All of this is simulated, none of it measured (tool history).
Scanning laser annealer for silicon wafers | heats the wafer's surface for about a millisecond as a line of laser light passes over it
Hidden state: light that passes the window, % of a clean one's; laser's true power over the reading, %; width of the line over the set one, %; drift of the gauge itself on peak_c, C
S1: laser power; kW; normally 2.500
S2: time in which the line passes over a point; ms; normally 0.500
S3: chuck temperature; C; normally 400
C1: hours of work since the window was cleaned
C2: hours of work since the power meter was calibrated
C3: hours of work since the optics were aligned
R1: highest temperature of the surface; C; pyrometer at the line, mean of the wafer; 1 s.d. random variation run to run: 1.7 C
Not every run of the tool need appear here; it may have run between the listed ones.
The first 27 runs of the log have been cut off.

run 28 day=13.362 | S1=2.487 S2=0.410 S3=384 | C1=12 C2=328 C3=74 | R1=1054
run 29 day=13.888 | S1=2.264 S2=0.412 S3=400 | C1=22 C2=338 C3=84 | R1=1009
run 30 day=14.546 | S1=2.264 S2=0.412 S3=400 | C1=34 C2=350 C3=96 | R1=1011
run 31 day=14.958 | S1=2.213 S2=0.513 S3=402 | C1=42 C2=358 C3=103 | R1=1072
run 32 day=15.375 | S1=2.213 S2=0.513 S3=402 | C1=49 C2=365 C3=111 | R1=1071
run 33 day=15.838 | S1=2.573 S2=0.367 S3=371 | C1=58 C2=374 C3=120 | R1=1026
run 34 day=16.471 | S1=2.275 S2=0.537 S3=387 | C1=70 C2=386 C3=131 | R1=1095
run 35 day=16.996 | S1=2.218 S2=0.540 S3=376 | C1=79 C2=395 C3=141 | R1=1067
run 36 day=17.396 | S1=2.218 S2=0.540 S3=376 | C1=87 C2=403 C3=148 | R1=1068
run 37 day=17.796 | S1=2.596 S2=0.555 S3=380 | C1=94 C2=410 C3=156 | R1=1216
run 38 day=18.204 | S1=2.596 S2=0.555 S3=380 | C1=102 C2=418 C3=163 | R1=1210
run 39 day=18.833 | S1=2.666 S2=0.450 S3=366 | C1=113 C2=429 C3=175 | R1=1129
run 40 day=19.358 | S1=2.666 S2=0.450 S3=366 | C1=123 C2=439 C3=185 | R1=1132

Each row is a separate what-if for the run after 40, all from the same tool condition, not one after another. Results?
run A day=19.996 | S1=2.294 S2=0.611 S3=361 | C1=135 C2=451 C3=196 | R1=?
run B day=19.996 | S1=2.747 S2=0.500 S3=400 | C1=135 C2=451 C3=196 | R1=?
run C day=19.996 | S1=2.164 S2=0.550 S3=366 | C1=135 C2=451 C3=196 | R1=?
run D day=19.996 | S1=2.666 S2=0.458 S3=366 | C1=135 C2=451 C3=196 | R1=?

run=A R1=1130
run=B R1=1240
run=C R1=1047
run=D R1=1139
With no hidden state in the tool, these same runs would have given:
run=A R1=1131
run=B R1=1240
run=C R1=1047
run=D R1=1140
